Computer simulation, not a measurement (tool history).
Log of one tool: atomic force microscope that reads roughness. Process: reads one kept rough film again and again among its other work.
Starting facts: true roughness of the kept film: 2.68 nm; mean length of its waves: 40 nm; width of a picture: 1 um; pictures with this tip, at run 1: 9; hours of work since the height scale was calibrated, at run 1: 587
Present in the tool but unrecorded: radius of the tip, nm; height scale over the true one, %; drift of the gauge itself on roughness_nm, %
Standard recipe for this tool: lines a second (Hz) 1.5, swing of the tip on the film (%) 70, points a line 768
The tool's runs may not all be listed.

run	hour	lines a second (Hz)	swing of the tip on the film (%)	points a line	pictures with this tip	hours of work since the height scale was calibrated	roughness of the kept film (nm (root mean square))
1	0	1.5	70	768	9	587	2.269
2	14	1.5	63	768	38	598	2.304
3	26.1	1.5	63	768	63	607	2.31
4	44.9	0.79	70	768	101	622	2.299
5	62.5	1.5	86	768	138	636	1.924
6	83	1.5	70	768	180	652	2.117
7	106.5	1.5	70	768	228	671	2.091
8	122.8	1.5	70	768	262	684	2.067
9	135.3	1.5	75	768	288	694	1.967
10	145.6	0.63	70	768	309	702	2.107
11	158.8	2.41	63	312	336	713	1.966
12	181.8	3.21	68	786	384	731	1.811
# hour 187.4: new tip fitted
13	199.8	3.21	81	672	26	745	1.78
14	216.5	3.21	81	672	60	758	1.749

Consider 4 possible next runs. They are alternatives, not a sequence: every one starts from the tool as it was left by run 14. What does each give?
A	227.4	3.69	81	949	82	767	?
B	227.4	3.21	68	672	82	767	?
C	227.4	1.18	66	672	82	767	?
D	227.4	1.5	66	874	82	767	?

run	roughness of the kept film (nm (root mean square))
A	1.677
B	2.03
C	2.276
D	2.231
Had the tool no hidden state, the same runs would have come out as:
run	roughness of the kept film (nm (root mean square))
A	1.739
B	2.106
C	2.36
D	2.314

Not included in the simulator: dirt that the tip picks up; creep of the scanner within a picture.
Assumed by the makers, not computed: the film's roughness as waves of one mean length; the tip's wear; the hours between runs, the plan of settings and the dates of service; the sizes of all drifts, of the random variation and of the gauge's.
